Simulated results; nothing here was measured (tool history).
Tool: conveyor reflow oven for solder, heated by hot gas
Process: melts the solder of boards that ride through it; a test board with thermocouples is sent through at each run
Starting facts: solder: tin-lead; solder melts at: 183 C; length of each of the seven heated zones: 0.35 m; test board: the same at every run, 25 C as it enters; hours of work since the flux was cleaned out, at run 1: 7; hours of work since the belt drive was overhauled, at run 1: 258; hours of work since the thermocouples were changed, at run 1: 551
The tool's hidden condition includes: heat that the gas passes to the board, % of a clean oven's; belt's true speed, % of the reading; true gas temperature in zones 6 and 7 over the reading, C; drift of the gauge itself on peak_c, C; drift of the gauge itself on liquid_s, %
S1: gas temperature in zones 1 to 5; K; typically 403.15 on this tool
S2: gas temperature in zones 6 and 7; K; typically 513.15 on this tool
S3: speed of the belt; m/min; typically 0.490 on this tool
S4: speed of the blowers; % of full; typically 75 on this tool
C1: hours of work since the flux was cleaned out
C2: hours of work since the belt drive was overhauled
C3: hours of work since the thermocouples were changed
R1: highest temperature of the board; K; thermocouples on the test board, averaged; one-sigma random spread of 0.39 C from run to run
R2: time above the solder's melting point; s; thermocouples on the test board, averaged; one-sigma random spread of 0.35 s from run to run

Run 1, hour 0.0: usual settings; C1 7; C2 258; C3 551. Result: R1 498.65 K, R2 68.0 s.
Run 2, hour 11.3: usual settings; C1 13; C2 265; C3 558. Result: R1 497.85 K, R2 68.3 s.
Run 3, hour 17.2: usual settings; C1 17; C2 268; C3 561. Result: R1 498.45 K, R2 68.7 s.
Run 4, hour 24.9: usual settings; C1 21; C2 272; C3 565. Result: R1 498.55 K, R2 68.0 s.
Run 5, hour 31.2: usual settings but S1 392.15 K; C1 25; C2 276; C3 569. Result: R1 496.65 K, R2 63.4 s.
Run 6, hour 43.6: usual settings but S1 392.15 K; C1 32; C2 283; C3 576. Result: R1 497.25 K, R2 63.7 s.
Run 7, hour 48.8: usual settings; C1 35; C2 286; C3 579. Result: R1 498.65 K, R2 68.8 s.
Run 8, hour 55.5: usual settings but S3 0.500 m/min; C1 38; C2 290; C3 583. Result: R1 498.15 K, R2 66.4 s.
Run 9, hour 67.0: usual settings; C1 45; C2 296; C3 589. Result: R1 498.55 K, R2 68.0 s.
Run 10, hour 73.5: usual settings; C1 49; C2 300; C3 593. Result: R1 498.35 K, R2 68.6 s.
Run 11, hour 85.4: usual settings; C1 55; C2 307; C3 600. Result: R1 498.65 K, R2 68.6 s.
Run 12, hour 97.4: usual settings; C1 62; C2 313; C3 606. Result: R1 498.25 K, R2 68.4 s.
Run 13, hour 105.5: usual settings; C1 67; C2 318; C3 611. Result: R1 498.45 K, R2 68.0 s.
Run 14, hour 115.4: usual settings; C1 72; C2 324; C3 617. Result: R1 498.05 K, R2 68.5 s.
Run 15, hour 125.3: usual settings but S3 0.548 m/min; C1 78; C2 329; C3 622. Result: R1 493.75 K, R2 57.6 s.
Run 16, hour 130.9: usual settings but S1 404.15 K; C1 81; C2 332; C3 625. Result: R1 498.95 K, R2 68.4 s.
Run 17, hour 138.7: usual settings but S1 393.15 K; C1 86; C2 337; C3 630. Result: R1 496.15 K, R2 64.0 s.
Run 18, hour 149.6: usual settings but S1 393.15 K; C1 92; C2 343; C3 636. Result: R1 496.55 K, R2 64.0 s.
Run 19, hour 157.4: usual settings but S1 393.15 K; C1 96; C2 348; C3 640. Result: R1 497.35 K, R2 63.8 s.
Run 20, hour 168.1: usual settings but S1 393.15 K; C1 102; C2 354; C3 646. Result: R1 495.55 K, R2 63.3 s.
Run 21, hour 179.7: usual settings but S1 391.15 K, S2 527.15 K; C1 109; C2 360; C3 653. Result: R1 508.45 K, R2 71.0 s.
Run 22, hour 190.7: usual settings but S1 410.15 K, S3 0.407 m/min, S4 56 % of full; C1 115; C2 366; C3 659. Result: R1 499.35 K, R2 86.4 s.
Run 23, hour 200.7: usual settings but S1 410.15 K, S3 0.407 m/min, S4 56 % of full; C1 121; C2 372; C3 665. Result: R1 500.25 K, R2 87.0 s.
Run 24, hour 208.8: usual settings but S1 402.15 K, S3 0.507 m/min, S4 56 % of full; C1 125; C2 377; C3 669. Result: R1 490.15 K, R2 58.5 s.
Run 25, hour 217.5: usual settings but S1 402.15 K, S3 0.507 m/min, S4 56 % of full; C1 130; C2 382; C3 674. Result: R1 490.25 K, R2 57.9 s.
Run 26, hour 228.0: usual settings but S1 402.15 K, S2 506.15 K, S3 0.507 m/min, S4 79 % of full; C1 136; C2 388; C3 680. Result: R1 491.15 K, R2 60.1 s.
Run 27, hour 239.0: usual settings but S1 397.15 K, S3 0.445 m/min, S4 62 % of full; C1 142; C2 394; C3 687. Result: R1 496.45 K, R2 71.6 s.
Run 28, hour 249.8: usual settings but S1 407.15 K, S3 0.494 m/min, S4 85 % of full; C1 149; C2 400; C3 693. Result: R1 500.25 K, R2 70.5 s.
Run 29, hour 259.2: usual settings but S1 407.15 K, S2 512.15 K, S3 0.543 m/min, S4 85 % of full; C1 154; C2 405; C3 698. Result: R1 495.65 K, R2 61.0 s.
Run 30, hour 265.3: usual settings but S1 389.15 K, S2 516.15 K, S4 52 % of full; C1 157; C2 409; C3 701. Result: R1 489.45 K, R2 55.3 s.
Run 31, hour 271.7: usual settings but S1 404.15 K, S2 516.15 K, S3 0.499 m/min, S4 52 % of full; C1 161; C2 412; C3 705. Result: R1 492.25 K, R2 61.0 s.

Selected run-to-run steps in R1, each split into two signed amounts: the part the tool would show with no hidden state at all (from settings, incoming material and random variation), and the remainder, which goes to the hidden state together with any gauge scatter not common to the measured and the hidden-state-free results:
Run 20 -> 21: S1 393.15 -> 391.15, S2 513.15 -> 527.15. R1 +12.90 K: hidden state -0.10, all else +13.00.
Run 21 -> 22: S1 391.15 -> 410.15, S2 527.15 -> 513.15, S3 0.490 -> 0.407, S4 75 -> 56. R1 -9.10 K: hidden state +0.60, all else -9.70.
Run 23 -> 24: S1 410.15 -> 402.15, S3 0.407 -> 0.507. R1 -10.10 K: hidden state -0.50, all else -9.60.
Run 27 -> 28: S1 397.15 -> 407.15, S3 0.445 -> 0.494, S4 62 -> 85. R1 +3.80 K: hidden state -0.30, all else +4.10.
